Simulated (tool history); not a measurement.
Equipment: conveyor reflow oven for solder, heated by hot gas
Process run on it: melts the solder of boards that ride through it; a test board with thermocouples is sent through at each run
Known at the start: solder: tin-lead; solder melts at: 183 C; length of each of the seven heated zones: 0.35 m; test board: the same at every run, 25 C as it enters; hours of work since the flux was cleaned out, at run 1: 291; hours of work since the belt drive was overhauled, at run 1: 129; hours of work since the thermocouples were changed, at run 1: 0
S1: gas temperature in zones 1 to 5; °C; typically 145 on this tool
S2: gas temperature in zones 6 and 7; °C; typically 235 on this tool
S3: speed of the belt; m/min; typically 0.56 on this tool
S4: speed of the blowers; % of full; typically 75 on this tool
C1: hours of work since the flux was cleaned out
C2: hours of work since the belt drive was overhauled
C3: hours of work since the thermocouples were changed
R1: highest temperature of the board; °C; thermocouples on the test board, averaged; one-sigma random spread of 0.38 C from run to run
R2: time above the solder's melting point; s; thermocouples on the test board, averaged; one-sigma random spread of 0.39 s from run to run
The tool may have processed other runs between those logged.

run   hour   S1   S2     S3  S4   C1   C2   C3     R1    R2
  1      0  145  235   0.56  75  291  129    0    218  58.8
  2   59.4  145  235   0.56  75  327  165   36    217  59.2
  3  104.5  145  235   0.56  75  354  192   63  217.5  58.6
  4  137.5  145  235   0.56  75  374  212   83    218  58.6
  5  168.1  145  235   0.56  75  393  231  102  217.4    59
  6  222.9  145  227   0.56  75  426  264  135  210.5    53
     268.2  -- flux residue cleaned out of gas plates and filters
  7  281.9  145  235   0.56  75    8  297  168  220.2  60.2
  8  334.8  148  228   0.56  78   40  329  200    215  58.7
  9  375.3  142  235  0.626  64   65  353  224    212  46.6
 10  413.7  142  235  0.626  64   88  376  248  211.7  47.1
 11  444.9  148  248  0.588  76  107  395  267    230  65.4
 12  471.9  148  248  0.588  76  123  412  283  229.5  65.2
 13  530.4  133  235   0.56  75  159  447  318  216.9    55
 14  587.3  133  235   0.56  75  193  482  353  218.3  53.9

5 options for the next run, each taken on its own from the tool as it stands now. Forecast them:
  A  627.8  133  235   0.56  73  218  506  377   ?   ?
  B  627.8  133  235   0.56  81  218  506  377   ?   ?
  C  627.8  145  235   0.56  68  218  506  377   ?   ?
  D  627.8  158  226  0.489  75  218  506  377   ?   ?
  E  627.8  157  235   0.56  75  218  506  377   ?   ?

run     R1    R2
  A  215.6    54
  B  218.2  55.9
  C  218.1  58.6
  D  217.3    75
  E  221.2  68.1
Without the tool's hidden state the same runs would have given:
run     R1    R2
  A  215.3  53.3
  B  217.9  55.2
  C  217.6  57.6
  D  216.4  73.5
  E  220.7    67
